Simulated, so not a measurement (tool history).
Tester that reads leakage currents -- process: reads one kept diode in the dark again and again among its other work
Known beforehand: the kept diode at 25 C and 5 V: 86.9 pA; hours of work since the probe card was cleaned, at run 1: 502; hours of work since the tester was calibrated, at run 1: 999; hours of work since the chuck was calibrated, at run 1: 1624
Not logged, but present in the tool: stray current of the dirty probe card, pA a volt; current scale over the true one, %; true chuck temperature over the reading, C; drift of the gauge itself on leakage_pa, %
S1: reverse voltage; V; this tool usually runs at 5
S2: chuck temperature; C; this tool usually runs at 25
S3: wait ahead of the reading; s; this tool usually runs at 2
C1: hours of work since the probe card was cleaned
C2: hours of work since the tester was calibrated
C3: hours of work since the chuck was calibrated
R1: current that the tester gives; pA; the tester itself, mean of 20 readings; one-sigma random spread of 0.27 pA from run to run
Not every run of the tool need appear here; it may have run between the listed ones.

| run | hour | S1 | S2 | S3 | C1 | C2 | C3 | R1 |
|---|---|---|---|---|---|---|---|---|
| 1 | 0 | 5 | 25 | 2 | 502 | 999 | 1624 | 77.76 |
| 2 | 43.2 | 5 | 25 | 2 | 531 | 1029 | 1653 | 78.33 |
| 3 | 85.3 | 5 | 25 | 2 | 560 | 1057 | 1682 | 77.86 |
| 4 | 170.9 | 5 | 25 | 2 | 617 | 1115 | 1739 | 78.41 |
| 5 | 244.2 | 5 | 25 | 2 | 667 | 1164 | 1789 | 77.72 |
| 6 | 321.6 | 5 | 25 | 2 | 719 | 1216 | 1841 | 77.39 |
| 7 | 382.1 | 5 | 25 | 3.31 | 760 | 1257 | 1882 | 77.88 |
| 8 | 466.8 | 5 | 25 | 3.31 | 817 | 1314 | 1939 | 77.26 |
| 9 | 511.2 | 5 | 40 | 2 | 847 | 1344 | 1969 | 296.7 |
| 10 | 555.7 | 5 | 40 | 2 | 877 | 1374 | 1999 | 295.59 |
| 11 | 635.7 | 1.59 | 25 | 0.51 | 931 | 1428 | 2053 | 43.24 |
| 12 | 677.2 | 1.59 | 25 | 0.51 | 959 | 1456 | 2081 | 42.98 |
| 13 | 737 | 1.59 | 25 | 0.51 | 1000 | 1497 | 2121 | 42.89 |
| 14 | 821.1 | 19.41 | 37 | 6.7 | 1056 | 1554 | 2178 | 444.44 |
| 15 | 890.1 | 19.41 | 37 | 6.7 | 1103 | 1600 | 2225 | 444.12 |
| 16 | 957.3 | 19.41 | 37 | 6.7 | 1148 | 1645 | 2270 | 444.58 |
| 17 | 1044.1 | 19.41 | 37 | 6.7 | 1207 | 1704 | 2329 | 440.77 |
| 18 | 1095.5 | 19.41 | 37 | 6.7 | 1242 | 1739 | 2363 | 442.68 |
| 19 | 1156.1 | 15.61 | 31 | 2.62 | 1282 | 1780 | 2404 | 236.07 |

5 ways to go on from here, each from the tool as it stands after run 19. What would each give?
|  | 1231.6 | chuck's temperature calibrated |
| A | 1243.6 | 15.93 | 35 | 1.03 | 1340 | 1837 | 8 | ? |
|  | 1231.6 | chuck's temperature calibrated |
| B | 1243.6 | 1.02 | 31 | 2.62 | 1340 | 1837 | 8 | ? |
|  | 1231.6 | chuck's temperature calibrated |
| C | 1243.6 | 10.96 | 25 | 4.61 | 1340 | 1837 | 8 | ? |
|  | 1231.6 | chuck's temperature calibrated |
| D | 1243.6 | 1.53 | 32 | 3.8 | 1340 | 1837 | 8 | ? |
|  | 1231.6 | chuck's temperature calibrated |
| E | 1243.6 | 13.74 | 31 | 1.23 | 1340 | 1837 | 8 | ? |

| run | R1 |
|---|---|
| A | 408.8 |
| B | 71.91 |
| C | 141.02 |
| D | 96.28 |
| E | 267.76 |
Without the tool's hidden state the same runs would have given:
| run | R1 |
|---|---|
| A | 389.03 |
| B | 70.63 |
| C | 127.55 |
| D | 94.35 |
| E | 250.83 |
